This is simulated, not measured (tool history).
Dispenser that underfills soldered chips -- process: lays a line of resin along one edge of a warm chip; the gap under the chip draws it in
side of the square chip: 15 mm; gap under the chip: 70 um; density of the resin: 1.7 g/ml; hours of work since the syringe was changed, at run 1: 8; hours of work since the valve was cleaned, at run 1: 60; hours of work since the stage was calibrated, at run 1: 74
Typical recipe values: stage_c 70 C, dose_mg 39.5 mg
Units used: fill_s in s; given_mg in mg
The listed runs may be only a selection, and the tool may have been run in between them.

run    day  stage_c  dose_mg  hours of work since the syringe was changed  hours of work since the valve was cleaned  hours of work since the stage was calibrated  fill_s  given_mg
  1  0.000       70     39.5                                            8                                         60                                            74   182.7     37.70
     0.062  -- new syringe of resin
  2  0.162       56     39.5                                            2                                         62                                            76   211.7     37.50
  3  0.367       74     39.5                                            5                                         65                                            80   127.2     37.37
  4  0.529       70     42.0                                            8                                         68                                            82   176.6     39.84
     0.629  -- new syringe of resin
  5  0.746       70     39.5                                            2                                         71                                            86   121.4     37.24
  6  0.900       70     39.5                                            4                                         74                                            88   142.1     37.08
  7  1.004       70     37.0                                            6                                         76                                            90   164.0     34.95
  8  1.104       70     37.0                                            8                                         77                                            92   184.9     34.56
     1.196  -- new syringe of resin
  9  1.358       70     37.0                                            3                                         81                                            96   125.4     34.38
 10  1.458       70     47.8                                            4                                         83                                            97   137.9     44.42
 11  1.662       58     39.5                                            8                                         86                                           101   303.4     36.90
     1.767  -- new syringe of resin
 12  1.867       70     37.3                                            2                                         89                                           104   121.5     34.65
 13  2.083       70     37.3                                            5                                         93                                           107   158.0     34.62
 14  2.312       70     39.5                                            9                                         97                                           111   198.4     36.32
     2.346  -- new syringe of resin
 15  2.525       70     39.5                                            3                                        100                                           114   131.1     36.18
 16  2.650       70     44.6                                            5                                        102                                           116   146.3     40.69
 17  2.867       70     39.5                                            9                                        105                                           120   195.2     35.82
     2.908  -- new syringe of resin
 18  3.033       70     45.3                                            2                                        108                                           122   120.1     41.47
 19  3.154       70     45.3                                            4                                        110                                           124   137.9     41.65
 20  3.346       72     48.1                                            7                                        113                                           127   160.8     43.55
     3.479  -- new syringe of resin
 21  3.542       62     45.4                                            1                                        116                                           130   156.7     41.14
 22  3.700       67     42.3                                            4                                        119                                           133   154.6     37.91
 23  3.879       66     33.8                                            7                                        122                                           136   211.1     30.49
     4.050  -- new syringe of resin
 24  4.092       66     33.8                                            1                                        125                                           139   139.4     30.05
     4.371  -- dispensing valve cleaned and set on the balance
 25  4.371       73     50.2                                            5                                          0                                           143   127.3     50.28
 26  4.504       68     42.2                                            7                                          2                                           145   184.0     42.11
 27  4.625       83     38.2                                            9                                          4                                           147   117.1     38.27
     4.667  -- new syringe of resin
 28  4.771       84     45.6                                            2                                          6                                           149    68.0     45.78
 29  5.004       63     39.5                                            5                                         10                                           153   212.0     39.20
 30  5.171       63     39.5                                            8                                         13                                           156   257.6     39.19
     5.233  -- new syringe of resin
 31  5.429       63     39.5                                            3                                         17                                           160   179.3     38.91
 32  5.667       67     33.8                                            7                                         21                                           164   205.4     33.08
     5.800  -- new syringe of resin
 33  5.850       81     39.5                                            1                                         24                                           167    71.7     38.20
 34  6.038       81     39.5                                            4                                         27                                           170    89.0     38.40
 35  6.212       58     34.4                                            7                                         29                                           173   291.8     33.40
     6.367  -- new syringe of resin
 36  6.396       75     34.4                                            0                                         32                                           175    92.3     33.71
 37  6.538       70     36.7                                            3                                         35                                           178   133.1     35.69

What if the next run were any one of these 3? Each begins from the tool's condition after run 37:
  A  6.658       71     39.5                                            5                                         37                                           180       ?         ?
  B  6.658       56     40.2                                            5                                         37                                           180       ?         ?
  C  6.658       69     45.8                                            5                                         37                                           180       ?         ?

run  fill_s  given_mg
  A   139.4     38.29
  B   269.0     38.81
  C   156.4     44.28
Take away the tool's hidden state, keep each run's random variation, and the runs would have read:
run  fill_s  given_mg
  A    96.4     39.47
  B   185.8     40.01
  C   108.4     45.65
